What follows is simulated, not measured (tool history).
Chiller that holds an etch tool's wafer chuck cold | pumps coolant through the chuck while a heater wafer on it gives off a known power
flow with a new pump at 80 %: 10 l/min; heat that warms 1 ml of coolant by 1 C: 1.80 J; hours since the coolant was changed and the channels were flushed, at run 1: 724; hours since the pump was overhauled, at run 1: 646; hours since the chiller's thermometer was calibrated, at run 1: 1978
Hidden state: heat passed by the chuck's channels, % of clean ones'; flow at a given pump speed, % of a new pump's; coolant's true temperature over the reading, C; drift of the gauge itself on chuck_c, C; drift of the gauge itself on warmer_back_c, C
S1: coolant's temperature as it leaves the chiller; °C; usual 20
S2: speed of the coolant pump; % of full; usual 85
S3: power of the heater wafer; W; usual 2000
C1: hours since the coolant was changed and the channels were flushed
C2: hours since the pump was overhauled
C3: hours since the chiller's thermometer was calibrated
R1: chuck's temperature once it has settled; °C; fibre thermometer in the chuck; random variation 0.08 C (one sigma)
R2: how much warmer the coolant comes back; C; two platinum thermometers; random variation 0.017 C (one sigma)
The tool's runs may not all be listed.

Run 1, hour 0: usual settings; C1 724; C2 646; C3 1978. Result: R1 32.37 °C, R2 6.22 C.
Run 2, hour 23.7: usual settings; C1 748; C2 670; C3 2002. Result: R1 32.3 °C, R2 6.2 C.
Run 3, hour 79.6: usual settings; C1 804; C2 726; C3 2058. Result: R1 32.36 °C, R2 6.23 C.
Run 4, hour 110.8: usual settings; C1 835; C2 757; C3 2089. Result: R1 32.33 °C, R2 6.26 C.
Run 5, hour 143.6: usual settings but S1 14 °C; C1 868; C2 790; C3 2122. Result: R1 26.37 °C, R2 6.27 C.
Run 6, hour 187.7: usual settings; C1 912; C2 834; C3 2166. Result: R1 32.35 °C, R2 6.27 C.
Run 7, hour 242.9: usual settings but S2 83 % of full; C1 967; C2 889; C3 2221. Result: R1 32.67 °C, R2 6.44 C.
Run 8, hour 281.1: usual settings but S1 12 °C; C1 1005; C2 927; C3 2259. Result: R1 24.32 °C, R2 6.31 C.
Run 9, hour 307.6: usual settings but S1 12 °C; C1 1032; C2 954; C3 2286. Result: R1 24.36 °C, R2 6.32 C.
Run 10, hour 333.9: usual settings; C1 1058; C2 980; C3 2312. Result: R1 32.37 °C, R2 6.31 C.
Run 11, hour 374.4: usual settings; C1 1099; C2 1020; C3 2353. Result: R1 32.32 °C, R2 6.35 C.
Run 12, hour 421.8: usual settings but S3 2701 W; C1 1146; C2 1068; C3 2400. Result: R1 36.72 °C, R2 8.51 C.
Run 13, hour 471.4: usual settings; C1 1196; C2 1117; C3 2450. Result: R1 32.41 °C, R2 6.38 C.
At hour 477.5: chiller's thermometer calibrated.
Run 14, hour 517.9: usual settings; C1 1241; C2 1163; C3 40. Result: R1 32.41 °C, R2 6.38 C.
Run 15, hour 566.5: usual settings but S3 2345 W; C1 1290; C2 1211; C3 89. Result: R1 34.42 °C, R2 7.46 C.
Run 16, hour 620.2: usual settings but S3 2345 W; C1 1344; C2 1265; C3 143. Result: R1 34.48 °C, R2 7.5 C.
Run 17, hour 656: usual settings but S1 11 °C, S2 78 % of full, S3 2345 W; C1 1379; C2 1301; C3 179. Result: R1 26.87 °C, R2 8.24 C.
Run 18, hour 703.1: usual settings but S1 11 °C, S2 78 % of full, S3 2345 W; C1 1426; C2 1348; C3 226. Result: R1 26.69 °C, R2 8.28 C.

Run 19 comes next. What will it give?
Run 19, hour 752: usual settings but S1 16 °C, S2 78 % of full, S3 1612 W; C1 1475; C2 1397; C3 275. Result: R1 ?, R2 ?.

{"run 19": {"R1": 26.97, "R2": 5.77}}
Without the tool's hidden state the same run would have given R1 26.97 °C, R2 5.52 C.

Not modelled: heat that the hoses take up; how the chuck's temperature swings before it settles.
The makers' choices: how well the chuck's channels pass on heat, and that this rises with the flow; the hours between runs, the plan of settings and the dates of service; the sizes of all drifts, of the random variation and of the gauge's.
